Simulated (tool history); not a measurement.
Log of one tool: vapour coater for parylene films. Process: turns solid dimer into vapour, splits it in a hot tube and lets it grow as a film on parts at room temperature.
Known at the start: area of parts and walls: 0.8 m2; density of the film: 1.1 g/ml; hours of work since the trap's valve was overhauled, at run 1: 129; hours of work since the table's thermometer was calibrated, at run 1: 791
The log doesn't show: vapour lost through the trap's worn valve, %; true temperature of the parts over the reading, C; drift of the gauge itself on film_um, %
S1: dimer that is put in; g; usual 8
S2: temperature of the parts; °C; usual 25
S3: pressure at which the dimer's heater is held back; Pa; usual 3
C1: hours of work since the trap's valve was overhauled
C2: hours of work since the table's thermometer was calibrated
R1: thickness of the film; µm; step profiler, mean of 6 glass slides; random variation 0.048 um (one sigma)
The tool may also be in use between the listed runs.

run 1 hour=0 | S1=8 S2=25 S3=3 | C1=129 C2=791 | R1=5.43
run 2 hour=30 | S1=8 S2=25 S3=3 | C1=147 C2=810 | R1=5.49
run 3 hour=54.2 | S1=8 S2=25 S3=3 | C1=162 C2=824 | R1=5.43
run 4 hour=83.3 | S1=8 S2=25 S3=3 | C1=180 C2=842 | R1=5.47
run 5 hour=110.2 | S1=8 S2=25 S3=3.38 | C1=196 C2=858 | R1=5.2
run 6 hour=135 | S1=8 S2=25 S3=3.38 | C1=211 C2=873 | R1=5.23
run 7 hour=169.9 | S1=8 S2=25 S3=3.69 | C1=233 C2=895 | R1=5.13
run 8 hour=200.3 | S1=8 S2=25 S3=3.69 | C1=251 C2=913 | R1=5.08
run 9 hour=216.1 | S1=8 S2=25 S3=5.6 | C1=261 C2=923 | R1=4.6
run 10 hour=251.4 | S1=8 S2=25 S3=5.6 | C1=282 C2=944 | R1=4.57
run 11 hour=277.6 | S1=8 S2=25 S3=3 | C1=298 C2=960 | R1=5.33
run 12 hour=294.2 | S1=8 S2=25 S3=3 | C1=308 C2=970 | R1=5.31
run 13 hour=312.5 | S1=8 S2=25 S3=3 | C1=319 C2=982 | R1=5.32
run 14 hour=331.9 | S1=8 S2=25 S3=3 | C1=331 C2=993 | R1=5.26
run 15 hour=355.4 | S1=8 S2=25 S3=3 | C1=346 C2=1008 | R1=5.27
run 16 hour=373.6 | S1=5 S2=25 S3=3 | C1=357 C2=1019 | R1=3.33
run 17 hour=388.7 | S1=5 S2=25 S3=3 | C1=366 C2=1028 | R1=3.29
run 18 hour=423.3 | S1=8 S2=25 S3=3 | C1=387 C2=1049 | R1=5.24
run 19 hour=453.5 | S1=8 S2=25 S3=3 | C1=405 C2=1067 | R1=5.24
run 20 hour=469.2 | S1=8 S2=25 S3=3 | C1=415 C2=1077 | R1=5.21
run 21 hour=501.5 | S1=8 S2=25 S3=3 | C1=435 C2=1097 | R1=5.23
run 22 hour=518.6 | S1=8 S2=25 S3=3 | C1=445 C2=1107 | R1=5.18
run 23 hour=551.9 | S1=8 S2=25 S3=3 | C1=465 C2=1127 | R1=5.25
run 24 hour=584.5 | S1=5 S2=26 S3=6.16 | C1=485 C2=1147 | R1=2.58
run 25 hour=599.3 | S1=5 S2=26 S3=3.33 | C1=494 C2=1156 | R1=3.06
run 26 hour=618.6 | S1=5 S2=28 S3=2.15 | C1=506 C2=1168 | R1=3.1
-- hour=625.9 trap's valve overhauled
run 27 hour=653.2 | S1=5 S2=28 S3=2.15 | C1=17 C2=1187 | R1=3.04
run 28 hour=668 | S1=7 S2=25 S3=3.75 | C1=26 C2=1196 | R1=4.2
run 29 hour=687.1 | S1=3 S2=25 S3=3.75 | C1=37 C2=1207 | R1=1.81
run 30 hour=702.4 | S1=8 S2=27 S3=3.83 | C1=47 C2=1217 | R1=4.3
run 31 hour=724.6 | S1=8 S2=27 S3=3.83 | C1=60 C2=1230 | R1=4.35
run 32 hour=755.6 | S1=8 S2=27 S3=3.83 | C1=79 C2=1249 | R1=4.37
run 33 hour=790.1 | S1=8 S2=27 S3=3.83 | C1=100 C2=1270 | R1=4.28
-- hour=814.9 trap's valve overhauled, once more
run 34 hour=823.1 | S1=12 S2=36 S3=4.27 | C1=5 C2=1288 | R1=4.61
run 35 hour=841.9 | S1=12 S2=36 S3=4.27 | C1=16 C2=1299 | R1=4.69
run 36 hour=872.4 | S1=12 S2=36 S3=4.27 | C1=35 C2=1318 | R1=4.66
run 37 hour=899.6 | S1=5 S2=25 S3=3 | C1=52 C2=1334 | R1=3.47
run 38 hour=923.7 | S1=7 S2=25 S3=3 | C1=66 C2=1349 | R1=4.93
run 39 hour=944.4 | S1=7 S2=22 S3=4.29 | C1=79 C2=1362 | R1=5.15
run 40 hour=965.3 | S1=6 S2=30 S3=3.25 | C1=92 C2=1374 | R1=3.26
run 41 hour=981.7 | S1=8 S2=23 S3=3.16 | C1=102 C2=1384 | R1=6.09
run 42 hour=997.3 | S1=5 S2=36 S3=3 | C1=111 C2=1394 | R1=2.06
run 43 hour=1031.1 | S1=5 S2=36 S3=3 | C1=132 C2=1415 | R1=2.06
run 44 hour=1057.4 | S1=5 S2=36 S3=3 | C1=148 C2=1430 | R1=2.12
run 45 hour=1085.1 | S1=5 S2=36 S3=3 | C1=165 C2=1447 | R1=2.09
run 46 hour=1102.5 | S1=5 S2=21 S3=4.4 | C1=175 C2=1458 | R1=3.75

Measured less the same run without the tool's hidden state. The same run-to-run variation is in both; the gauge's scatter may not be:
run=1 R1=+0.01
run=2 R1=-0.02
run=3 R1=-0.02
run=4 R1=-0.03
run=5 R1=-0.04
run=6 R1=-0.05
run=7 R1=-0.06
run=8 R1=-0.09
run=9 R1=-0.08
run=10 R1=-0.1
run=11 R1=-0.12
run=12 R1=-0.12
run=13 R1=-0.14
run=14 R1=-0.14
run=15 R1=-0.15
run=16 R1=-0.1
run=17 R1=-0.1
run=18 R1=-0.18
run=19 R1=-0.19
run=20 R1=-0.2
run=21 R1=-0.22
run=22 R1=-0.22
run=23 R1=-0.24
run=24 R1=-0.13
run=25 R1=-0.15
run=26 R1=-0.16
run=27 R1=-0.21
run=28 R1=-0.29
run=29 R1=-0.13
run=30 R1=-0.32
run=31 R1=-0.33
run=32 R1=-0.34
run=33 R1=-0.34
run=34 R1=+0.16
run=35 R1=+0.14
run=36 R1=+0.14
run=37 R1=+0.1
run=38 R1=+0.13
run=39 R1=+0.12
run=40 R1=+0.08
run=41 R1=+0.13
run=42 R1=+0.04
run=43 R1=+0.04
run=44 R1=+0.03
run=45 R1=+0.03
run=46 R1=+0.04
